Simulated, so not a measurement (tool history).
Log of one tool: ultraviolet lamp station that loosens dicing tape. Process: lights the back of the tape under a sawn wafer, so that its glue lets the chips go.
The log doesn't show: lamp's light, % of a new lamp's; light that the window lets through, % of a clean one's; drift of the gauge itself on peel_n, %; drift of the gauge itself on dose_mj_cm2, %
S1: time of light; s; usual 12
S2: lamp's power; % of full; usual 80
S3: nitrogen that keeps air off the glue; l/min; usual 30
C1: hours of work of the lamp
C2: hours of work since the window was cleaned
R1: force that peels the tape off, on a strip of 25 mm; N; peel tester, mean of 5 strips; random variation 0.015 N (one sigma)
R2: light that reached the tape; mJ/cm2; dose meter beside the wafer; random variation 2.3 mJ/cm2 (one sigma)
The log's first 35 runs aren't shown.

run,hour,S1,S2,S3,C1,C2,R1,R2
36,928.3,21,75,60,824,143,0.093,371
37,955.7,21,62,11,846,165,0.927,304
38,978.9,21,62,11,865,184,0.935,310
39,1005.3,21,62,9,886,205,1.059,311
40,1037.0,12,83,35,911,230,0.588,235
41,1054.6,24,63,45,925,244,0.131,359
42,1080.0,16,63,45,945,265,0.449,238
43,1097.8,12,70,30,960,279,1.023,203

3 ways to go on from here, each from the tool as it stands after run 43. What would each give?
A,1116.0,12,84,12,974,293,?,?
B,1116.0,12,73,56,974,293,?,?
C,1116.0,8,94,47,974,293,?,?

run,R1,R2
A,1.426,239
B,0.521,210
C,0.889,178
Without the tool's hidden state the same runs would have given:
run,R1,R2
A,1.423,239
B,0.520,210
C,0.887,178

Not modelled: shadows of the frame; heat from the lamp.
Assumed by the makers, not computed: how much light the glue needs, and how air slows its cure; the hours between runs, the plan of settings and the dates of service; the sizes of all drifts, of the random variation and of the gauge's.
